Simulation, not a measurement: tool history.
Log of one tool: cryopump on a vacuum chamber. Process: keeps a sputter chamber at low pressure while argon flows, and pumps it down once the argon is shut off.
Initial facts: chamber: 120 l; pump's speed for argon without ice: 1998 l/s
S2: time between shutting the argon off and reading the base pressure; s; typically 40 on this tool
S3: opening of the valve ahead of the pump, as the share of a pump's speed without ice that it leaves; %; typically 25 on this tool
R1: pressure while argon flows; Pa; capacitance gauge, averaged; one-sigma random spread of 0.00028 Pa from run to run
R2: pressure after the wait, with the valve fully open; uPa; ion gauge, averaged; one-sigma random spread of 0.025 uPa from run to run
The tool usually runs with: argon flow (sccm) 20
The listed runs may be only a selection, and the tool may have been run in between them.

{"run": 1, "hour": 0.0, "argon flow (sccm)": 20, "S2": 40, "S3": 25, "R1": 0.0701, "R2": 1.41}
{"run": 2, "hour": 68.2, "argon flow (sccm)": 20, "S2": 40, "S3": 25, "R1": 0.0708, "R2": 1.48}
{"run": 3, "hour": 112.3, "argon flow (sccm)": 20, "S2": 37, "S3": 25, "R1": 0.0706, "R2": 1.61}
{"run": 4, "hour": 158.6, "argon flow (sccm)": 17, "S2": 40, "S3": 25, "R1": 0.0606, "R2": 1.53}
{"run": 5, "hour": 242.3, "argon flow (sccm)": 20, "S2": 40, "S3": 25, "R1": 0.0712, "R2": 1.57}
{"run": 6, "hour": 304.7, "argon flow (sccm)": 20, "S2": 40, "S3": 32, "R1": 0.0564, "R2": 1.67}
{"run": 7, "hour": 365.6, "argon flow (sccm)": 20, "S2": 40, "S3": 32, "R1": 0.0566, "R2": 1.73}
{"hour": 392.0, "done": "pump warmed up, emptied and cooled again"}
{"run": 8, "hour": 453.2, "argon flow (sccm)": 31, "S2": 40, "S3": 25, "R1": 0.1052, "R2": 1.6}
{"run": 9, "hour": 499.3, "argon flow (sccm)": 31, "S2": 40, "S3": 25, "R1": 0.1058, "R2": 1.62}
{"run": 10, "hour": 582.0, "argon flow (sccm)": 31, "S2": 40, "S3": 25, "R1": 0.1062, "R2": 1.66}
{"run": 11, "hour": 617.2, "argon flow (sccm)": 31, "S2": 40, "S3": 25, "R1": 0.1061, "R2": 1.7}
{"run": 12, "hour": 702.9, "argon flow (sccm)": 31, "S2": 40, "S3": 25, "R1": 0.1069, "R2": 1.74}
{"run": 13, "hour": 766.0, "argon flow (sccm)": 31, "S2": 40, "S3": 25, "R1": 0.107, "R2": 1.8}
{"run": 14, "hour": 839.9, "argon flow (sccm)": 9, "S2": 40, "S3": 25, "R1": 0.0309, "R2": 1.9}
{"hour": 876.9, "done": "leaking fittings of the chamber tightened, without venting"}
{"run": 15, "hour": 920.3, "argon flow (sccm)": 9, "S2": 40, "S3": 25, "R1": 0.0314, "R2": 1.05}
{"run": 16, "hour": 963.8, "argon flow (sccm)": 9, "S2": 40, "S3": 25, "R1": 0.0311, "R2": 1.01}
{"run": 17, "hour": 1006.6, "argon flow (sccm)": 9, "S2": 40, "S3": 25, "R1": 0.0313, "R2": 1.11}
{"run": 18, "hour": 1049.1, "argon flow (sccm)": 10, "S2": 68, "S3": 59, "R1": 0.015, "R2": 0.79}
{"run": 19, "hour": 1101.0, "argon flow (sccm)": 10, "S2": 68, "S3": 59, "R1": 0.0152, "R2": 0.82}
{"run": 20, "hour": 1142.1, "argon flow (sccm)": 30, "S2": 34, "S3": 22, "R1": 0.1179, "R2": 1.35}
{"run": 21, "hour": 1199.7, "argon flow (sccm)": 30, "S2": 34, "S3": 22, "R1": 0.1184, "R2": 1.38}
{"run": 22, "hour": 1240.5, "argon flow (sccm)": 31, "S2": 294, "S3": 56, "R1": 0.0506, "R2": 0.55}
{"run": 23, "hour": 1278.0, "argon flow (sccm)": 13, "S2": 45, "S3": 51, "R1": 0.0226, "R2": 1.25}
{"run": 24, "hour": 1321.4, "argon flow (sccm)": 11, "S2": 257, "S3": 35, "R1": 0.0279, "R2": 0.65}
{"run": 25, "hour": 1364.9, "argon flow (sccm)": 11, "S2": 257, "S3": 35, "R1": 0.0282, "R2": 0.62}
{"run": 26, "hour": 1432.4, "argon flow (sccm)": 11, "S2": 257, "S3": 35, "R1": 0.0282, "R2": 0.66}
{"run": 27, "hour": 1495.8, "argon flow (sccm)": 11, "S2": 82, "S3": 48, "R1": 0.0212, "R2": 1.01}
{"run": 28, "hour": 1546.1, "argon flow (sccm)": 20, "S2": 50, "S3": 41, "R1": 0.0444, "R2": 1.34}
{"run": 29, "hour": 1631.6, "argon flow (sccm)": 20, "S2": 50, "S3": 41, "R1": 0.0444, "R2": 1.39}
{"run": 30, "hour": 1689.9, "argon flow (sccm)": 20, "S2": 40, "S3": 48, "R1": 0.0386, "R2": 1.56}
{"run": 31, "hour": 1764.7, "argon flow (sccm)": 13, "S2": 93, "S3": 23, "R1": 0.0507, "R2": 1.15}
{"hour": 1791.6, "done": "pump warmed up, emptied and cooled again"}
{"run": 32, "hour": 1839.2, "argon flow (sccm)": 18, "S2": 118, "S3": 17, "R1": 0.0904, "R2": 1.01}
{"run": 33, "hour": 1874.2, "argon flow (sccm)": 10, "S2": 117, "S3": 17, "R1": 0.0491, "R2": 1.04}

Table of differences, measured result less the result of that run with no hidden state. Run-to-run variation is the same in both. Gauge scatter possibly is not:
Hidden state at play: pump's speed, % of a pump's without ice; cold plate's temperature, K; leak into the chamber, uPa l/s; drift of the gauge itself on working_pa, %; drift of the gauge itself on base_upa, %.
run=1 R1=+0.0028 R2=+0.45
run=2 R1=+0.003 R2=+0.5
run=3 R1=+0.0031 R2=+0.54
run=4 R1=+0.0028 R2=+0.56
run=5 R1=+0.0035 R2=+0.62
run=6 R1=+0.0037 R2=+0.67
run=7 R1=+0.0039 R2=+0.72
run=8 R1=+0.0008 R2=+0.62
run=9 R1=+0.0009 R2=+0.65
run=10 R1=+0.0012 R2=+0.71
run=11 R1=+0.0013 R2=+0.72
run=12 R1=+0.0016 R2=+0.77
run=13 R1=+0.0018 R2=+0.83
run=14 R1=+0.0006 R2=+0.88
run=15 R1=+0.0007 R2=+0.08
run=16 R1=+0.0008 R2=+0.11
run=17 R1=+0.0008 R2=+0.14
run=18 R1=+0.0009 R2=+0.16
run=19 R1=+0.001 R2=+0.2
run=20 R1=+0.0031 R2=+0.22
run=21 R1=+0.0033 R2=+0.26
run=22 R1=+0.0036 R2=+0.28
run=23 R1=+0.0015 R2=+0.32
run=24 R1=+0.0014 R2=+0.34
run=25 R1=+0.0014 R2=+0.36
run=26 R1=+0.0015 R2=+0.41
run=27 R1=+0.0017 R2=+0.46
run=28 R1=+0.0032 R2=+0.51
run=29 R1=+0.0034 R2=+0.58
run=30 R1=+0.0036 R2=+0.61
run=31 R1=+0.0025 R2=+0.67
run=32 R1=+0.0006 R2=+0.57
run=33 R1=+0.0003 R2=+0.61
